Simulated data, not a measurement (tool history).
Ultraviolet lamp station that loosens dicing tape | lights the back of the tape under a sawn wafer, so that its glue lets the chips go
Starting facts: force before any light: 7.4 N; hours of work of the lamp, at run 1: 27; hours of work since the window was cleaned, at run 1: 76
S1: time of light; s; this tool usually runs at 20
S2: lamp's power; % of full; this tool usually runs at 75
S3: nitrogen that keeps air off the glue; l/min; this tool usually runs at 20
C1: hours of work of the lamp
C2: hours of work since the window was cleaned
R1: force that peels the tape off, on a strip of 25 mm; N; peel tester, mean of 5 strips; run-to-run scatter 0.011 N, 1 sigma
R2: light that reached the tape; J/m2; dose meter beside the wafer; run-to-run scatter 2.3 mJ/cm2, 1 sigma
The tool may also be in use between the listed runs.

{"run": 1, "day": 0.0, "S1": 20, "S2": 75, "S3": 20, "C1": 27, "C2": 76, "R1": 0.508, "R2": 2230}
{"run": 2, "day": 1.458, "S1": 39, "S2": 75, "S3": 20, "C1": 53, "C2": 102, "R1": 0.223, "R2": 4270}
{"run": 3, "day": 2.946, "S1": 39, "S2": 75, "S3": 9, "C1": 80, "C2": 129, "R1": 0.3, "R2": 4290}
{"run": 4, "day": 4.496, "S1": 39, "S2": 98, "S3": 9, "C1": 108, "C2": 157, "R1": 0.237, "R2": 5530}
{"run": 5, "day": 6.421, "S1": 39, "S2": 98, "S3": 9, "C1": 143, "C2": 192, "R1": 0.233, "R2": 5500}
{"run": 6, "day": 8.379, "S1": 39, "S2": 98, "S3": 9, "C1": 178, "C2": 228, "R1": 0.239, "R2": 5610}
{"day": 10.375, "done": "window cleaned of glue's vapour"}
{"run": 7, "day": 10.375, "S1": 20, "S2": 75, "S3": 20, "C1": 214, "C2": 0, "R1": 0.493, "R2": 2190}
{"run": 8, "day": 11.646, "S1": 20, "S2": 75, "S3": 20, "C1": 237, "C2": 23, "R1": 0.476, "R2": 2200}
{"run": 9, "day": 13.021, "S1": 20, "S2": 75, "S3": 14, "C1": 262, "C2": 48, "R1": 0.642, "R2": 2170}
{"run": 10, "day": 14.288, "S1": 20, "S2": 62, "S3": 20, "C1": 285, "C2": 71, "R1": 0.697, "R2": 1820}
{"run": 11, "day": 15.779, "S1": 20, "S2": 75, "S3": 20, "C1": 312, "C2": 98, "R1": 0.493, "R2": 2190}
{"run": 12, "day": 17.258, "S1": 20, "S2": 75, "S3": 20, "C1": 338, "C2": 124, "R1": 0.508, "R2": 2200}
{"run": 13, "day": 18.975, "S1": 20, "S2": 75, "S3": 20, "C1": 369, "C2": 155, "R1": 0.482, "R2": 2210}
{"run": 14, "day": 19.942, "S1": 20, "S2": 75, "S3": 20, "C1": 387, "C2": 173, "R1": 0.483, "R2": 2200}
{"run": 15, "day": 21.146, "S1": 17, "S2": 92, "S3": 23, "C1": 409, "C2": 195, "R1": 0.414, "R2": 2310}
{"run": 16, "day": 22.362, "S1": 26, "S2": 61, "S3": 23, "C1": 431, "C2": 217, "R1": 0.402, "R2": 2310}
{"run": 17, "day": 23.467, "S1": 20, "S2": 61, "S3": 20, "C1": 451, "C2": 237, "R1": 0.721, "R2": 1800}
{"day": 24.904, "done": "window cleaned of glue's vapour"}
{"run": 18, "day": 25.075, "S1": 20, "S2": 61, "S3": 20, "C1": 479, "C2": 3, "R1": 0.718, "R2": 1780}
{"run": 19, "day": 26.646, "S1": 39, "S2": 75, "S3": 8, "C1": 508, "C2": 31, "R1": 0.322, "R2": 4290}
{"run": 20, "day": 28.1, "S1": 39, "S2": 94, "S3": 8, "C1": 534, "C2": 58, "R1": 0.255, "R2": 5320}
{"run": 21, "day": 29.383, "S1": 20, "S2": 74, "S3": 16, "C1": 557, "C2": 81, "R1": 0.585, "R2": 2180}
{"run": 22, "day": 31.379, "S1": 20, "S2": 94, "S3": 32, "C1": 593, "C2": 117, "R1": 0.278, "R2": 2770}
{"run": 23, "day": 33.158, "S1": 33, "S2": 96, "S3": 34, "C1": 625, "C2": 149, "R1": 0.218, "R2": 4600}
{"run": 24, "day": 35.267, "S1": 21, "S2": 96, "S3": 34, "C1": 664, "C2": 187, "R1": 0.258, "R2": 2960}
{"run": 25, "day": 36.333, "S1": 21, "S2": 65, "S3": 8, "C1": 683, "C2": 207, "R1": 1.116, "R2": 1990}
{"run": 26, "day": 37.446, "S1": 21, "S2": 65, "S3": 8, "C1": 703, "C2": 227, "R1": 1.206, "R2": 2000}
{"run": 27, "day": 38.729, "S1": 16, "S2": 72, "S3": 8, "C1": 726, "C2": 250, "R1": 1.556, "R2": 1650}

Across each entry between runs, compare the hidden state at the last listed run before it with the hidden state at the first listed run after it:
After run 6, before run 7: window cleaned of glue's vapour (day 10.375)
  both runs share identical hidden conditions
After run 17, before run 18: window cleaned of glue's vapour (day 24.904)
  both runs share identical hidden conditions
